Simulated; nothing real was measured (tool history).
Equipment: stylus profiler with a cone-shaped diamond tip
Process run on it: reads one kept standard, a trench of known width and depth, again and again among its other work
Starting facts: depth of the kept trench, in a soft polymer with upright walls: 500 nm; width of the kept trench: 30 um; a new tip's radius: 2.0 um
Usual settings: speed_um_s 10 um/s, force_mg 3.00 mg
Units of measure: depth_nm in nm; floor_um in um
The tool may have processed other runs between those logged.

run    day  speed_um_s  force_mg  depth_nm  floor_um
  1  0.000          10      3.00    508.67     26.16
  2  0.358          10      3.00    508.64     26.07
  3  1.067          10      3.00    508.84     26.10
  4  1.742          10      3.85    509.97     26.09
  5  2.500          10      3.85    510.29     26.06
  6  2.971          10      3.85    510.41     26.05
  7  3.325          10      3.85    510.26     26.03
  8  4.067          10      3.85    510.48     25.99
  9  4.533          10      3.85    510.56     26.00
 10  5.004          10      3.85    510.37     25.97
 11  5.700           3      3.85    510.35     26.01
 12  6.200           3      3.85    510.42     25.97
 13  6.588          10      3.00    509.19     25.87
 14  7.325          10      8.48    516.83     25.99
 15  8.021          26      1.73    506.40     25.78
 16  8.483          26      1.73    506.55     25.78
     8.550  -- height scale calibrated on a step standard
 17  8.946           4      2.69    508.92     25.94
 18  9.721           2      4.85    512.43     25.90

For run 19, what comes out?
 19  10.312           9      4.85         ?         ?

{"run 19": {"depth_nm": 512.18, "floor_um": 25.83}}
Had the tool carried no hidden state, the very same run would have given depth_nm 510.68 nm, floor_um 27.28 um.

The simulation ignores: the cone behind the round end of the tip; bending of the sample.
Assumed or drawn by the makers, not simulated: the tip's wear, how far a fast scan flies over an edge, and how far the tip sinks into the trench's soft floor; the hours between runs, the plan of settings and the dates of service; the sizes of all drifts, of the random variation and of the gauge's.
